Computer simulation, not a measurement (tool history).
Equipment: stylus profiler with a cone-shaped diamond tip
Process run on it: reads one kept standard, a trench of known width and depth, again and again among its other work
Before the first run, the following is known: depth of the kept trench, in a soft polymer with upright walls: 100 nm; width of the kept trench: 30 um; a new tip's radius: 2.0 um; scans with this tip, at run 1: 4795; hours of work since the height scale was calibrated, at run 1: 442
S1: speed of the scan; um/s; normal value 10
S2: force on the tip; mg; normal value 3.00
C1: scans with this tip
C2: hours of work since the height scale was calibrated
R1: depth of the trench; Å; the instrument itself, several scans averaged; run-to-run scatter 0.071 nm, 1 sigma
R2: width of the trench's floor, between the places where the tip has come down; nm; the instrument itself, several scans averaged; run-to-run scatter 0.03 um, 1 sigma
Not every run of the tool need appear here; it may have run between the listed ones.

run	hour	S1	S2	C1	C2	R1	R2
1	0.0	10	3.00	4795	442	1012.4	28560
2	27.7	16	3.00	4982	459	1012.6	28480
3	73.9	9	3.00	5294	488	1012.3	28480
4	96.3	10	2.71	5445	501	1011.8	28580
5	134.2	10	3.00	5701	525	1011.9	28510
6	161.3	10	3.00	5883	542	1011.8	28500
7	193.1	10	3.00	6098	562	1012.5	28520
8	236.8	10	3.00	6393	589	1012.1	28500
9	270.3	10	5.90	6619	610	1019.1	28460
10	317.7	10	3.87	6939	639	1015.7	28430
11	352.0	10	5.31	7170	660	1019.3	28400
12	378.2	10	1.81	7348	677	1010.9	28440
13	429.7	5	2.21	7695	709	1011.0	28420
14	457.2	28	2.96	7880	726	1013.7	28400
15	482.4	28	2.96	8051	741	1013.6	28300
16	526.9	28	5.43	8350	769	1018.2	28380
17	577.2	28	5.43	8690	800	1019.4	28380
18	618.8	6	3.14	8971	826	1014.5	28400
19	653.1	4	1.94	9203	848	1011.0	28350
20	692.6	8	1.94	9469	872	1012.5	28360
21	745.9	4	3.87	9829	905	1016.6	28410
22	774.6	32	3.89	10022	923	1017.5	28350
23	803.8	4	3.89	10219	941	1016.9	28350
24	846.1	4	1.16	10505	968	1009.1	28350

Forecast each of these 5 alternatives for the next run:
A	888.7	25	4.27	10792	994	?	?
B	888.7	10	3.36	10792	994	?	?
C	888.7	10	6.38	10792	994	?	?
D	888.7	12	5.65	10792	994	?	?
E	888.7	12	5.98	10792	994	?	?

run	R1	R2
A	1019.4	28330
B	1017.3	28290
C	1021.3	28350
D	1019.5	28300
E	1020.3	28300
The same runs, with their run-to-run variation unchanged, on a tool lacking any hidden condition would have given:
run	R1	R2
A	1015.0	28730
B	1013.0	28700
C	1017.0	28750
D	1015.1	28710
E	1015.9	28700
